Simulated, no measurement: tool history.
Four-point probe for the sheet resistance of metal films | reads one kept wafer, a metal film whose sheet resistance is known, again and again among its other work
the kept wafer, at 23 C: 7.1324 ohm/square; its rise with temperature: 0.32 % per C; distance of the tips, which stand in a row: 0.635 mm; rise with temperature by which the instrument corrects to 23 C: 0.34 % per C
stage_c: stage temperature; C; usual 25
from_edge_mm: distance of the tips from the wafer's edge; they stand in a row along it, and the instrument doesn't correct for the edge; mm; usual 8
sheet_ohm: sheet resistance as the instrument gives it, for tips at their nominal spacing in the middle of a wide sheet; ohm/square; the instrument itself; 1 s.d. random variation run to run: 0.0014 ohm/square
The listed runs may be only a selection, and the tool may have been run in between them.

run	hour	stage_c	from_edge_mm	sheet_ohm
1	0.0	25	8	7.156687
2	16.6	25	4	7.225361
3	37.6	25	4	7.226323
4	51.4	25	8	7.157689
5	73.1	25	5	7.191465
6	84.5	25	8	7.156184
7	103.9	25	8	7.159054
8	116.6	25	8	7.159378
9	140.6	30	15	7.130498
10	165.5	30	11	7.137513
11	182.7	19	5	7.207991
12	201.7	19	5	7.207204
13	215.8	26	26	7.134447
14	240.7	26	26	7.135984
15	252.2	20	14	7.151092
16	269.4	25	19	7.141649

Each row is a separate what-if for the run after 16, all from the same tool condition, not one after another. Results?
A	285.0	31	3	?
B	285.0	25	73	?
C	285.0	19	8	?
D	285.0	33	3	?

run	sheet_ohm
A	7.294936
B	7.135008
C	7.171205
D	7.290624
Without the tool's unlogged condition, the same runs would have read:
run	sheet_ohm
A	7.287641
B	7.127907
C	7.164127
D	7.283315
